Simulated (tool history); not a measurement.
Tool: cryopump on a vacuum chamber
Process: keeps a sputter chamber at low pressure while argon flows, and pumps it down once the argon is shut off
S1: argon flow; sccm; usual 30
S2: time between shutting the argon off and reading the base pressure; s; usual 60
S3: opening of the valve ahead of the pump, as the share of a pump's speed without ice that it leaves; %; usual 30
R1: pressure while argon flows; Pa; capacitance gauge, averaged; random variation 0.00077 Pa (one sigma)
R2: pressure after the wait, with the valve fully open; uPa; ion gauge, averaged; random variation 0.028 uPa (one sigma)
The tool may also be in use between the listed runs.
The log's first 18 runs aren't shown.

Run 19, hour 449.5: usual settings but S1 53 sccm, S2 199 s, S3 17 %. Result: R1 0.4715 Pa, R2 1.17 uPa.
Run 20, hour 473.8: usual settings but S1 23 sccm, S2 20 s, S3 46 %. Result: R1 0.0815 Pa, R2 4.22 uPa.
Run 21, hour 499.0: usual settings but S1 29 sccm, S2 52 s, S3 20 %. Result: R1 0.2225 Pa, R2 2.22 uPa.
Run 22, hour 528.2: usual settings but S1 54 sccm, S2 126 s. Result: R1 0.2855 Pa, R2 1.53 uPa.
Run 23, hour 544.5: usual settings but S3 44 %. Result: R1 0.1125 Pa, R2 2.08 uPa.
Run 24, hour 563.9: usual settings but S3 44 %. Result: R1 0.1124 Pa, R2 2.10 uPa.
Run 25, hour 590.2: usual settings but S1 12 sccm, S2 270 s, S3 50 %. Result: R1 0.0402 Pa, R2 1.31 uPa.
Run 26, hour 619.4: usual settings but S1 15 sccm, S2 91 s. Result: R1 0.0797 Pa, R2 1.70 uPa.
Run 27, hour 647.7: usual settings but S2 94 s, S3 55 %. Result: R1 0.0937 Pa, R2 1.78 uPa.
Run 28, hour 664.3: usual settings but S2 94 s, S3 55 %. Result: R1 0.0937 Pa, R2 1.84 uPa.
Run 29, hour 684.6: usual settings but S2 141 s, S3 55 %. Result: R1 0.0944 Pa, R2 1.64 uPa.
Run 30, hour 719.7: usual settings but S1 38 sccm, S2 222 s, S3 19 %. Result: R1 0.3117 Pa, R2 1.48 uPa.
Run 31, hour 754.9: usual settings but S1 50 sccm, S2 44 s, S3 57 %. Result: R1 0.1542 Pa, R2 2.69 uPa.

Run 32 comes next. What will it give?
Run 32, hour 789.3: usual settings but S1 50 sccm, S2 44 s, S3 57 %. Result: R1 ?, R2 ?.

{"run 32": {"R1": 0.1553, "R2": 2.8}}
Without the tool's hidden state the same run would have given R1 0.1276 Pa, R2 1.76 uPa.
